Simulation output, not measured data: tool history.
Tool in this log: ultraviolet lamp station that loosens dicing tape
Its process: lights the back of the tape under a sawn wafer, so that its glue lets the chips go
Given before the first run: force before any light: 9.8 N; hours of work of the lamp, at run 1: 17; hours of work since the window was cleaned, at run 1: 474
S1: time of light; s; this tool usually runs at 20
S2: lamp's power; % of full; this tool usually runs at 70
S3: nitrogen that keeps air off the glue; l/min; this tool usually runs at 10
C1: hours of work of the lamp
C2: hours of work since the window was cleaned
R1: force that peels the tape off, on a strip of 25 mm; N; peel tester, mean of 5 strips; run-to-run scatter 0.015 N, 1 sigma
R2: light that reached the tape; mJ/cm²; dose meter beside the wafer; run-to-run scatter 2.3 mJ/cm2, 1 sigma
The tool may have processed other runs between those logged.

run 1 hour=0 | S1=20 S2=70 S3=10 | C1=17 C2=474 | R1=0.837 R2=206
run 2 hour=6.3 | S1=20 S2=70 S3=10 | C1=21 C2=477 | R1=0.871 R2=209
run 3 hour=10.6 | S1=20 S2=70 S3=10 | C1=23 C2=480 | R1=0.866 R2=206
run 4 hour=17.1 | S1=20 S2=70 S3=10 | C1=27 C2=484 | R1=0.843 R2=203
run 5 hour=24.1 | S1=15 S2=70 S3=10 | C1=31 C2=488 | R1=1.488 R2=155
run 6 hour=33.2 | S1=15 S2=77 S3=10 | C1=36 C2=493 | R1=1.316 R2=173
run 7 hour=40.4 | S1=15 S2=77 S3=10 | C1=41 C2=497 | R1=1.289 R2=171
run 8 hour=46.3 | S1=15 S2=77 S3=10 | C1=44 C2=500 | R1=1.332 R2=166
run 9 hour=51.4 | S1=15 S2=77 S3=10 | C1=47 C2=503 | R1=1.31 R2=165
run 10 hour=59.9 | S1=20 S2=70 S3=8 | C1=52 C2=508 | R1=1.073 R2=202
-- hour=61 window cleaned of glue's vapour
run 11 hour=65 | S1=20 S2=70 S3=8 | C1=54 C2=2 | R1=1.088 R2=198
run 12 hour=75.2 | S1=20 S2=70 S3=8 | C1=60 C2=8 | R1=1.099 R2=200
run 13 hour=83.5 | S1=20 S2=70 S3=8 | C1=65 C2=13 | R1=1.178 R2=198

Run 14 comes next. What will it give?
-- hour=86.7 window cleaned of glue's vapour, once more
run 14 hour=90.4 | S1=20 S2=70 S3=8 | C1=69 C2=2 | R1=? R2=?

Run 14 yielded R1 0.965 N, R2 211 mJ/cm².
On a tool with no hidden condition, and with the same random variation, this run would have come out at R1 0.892 N, R2 219 mJ/cm².
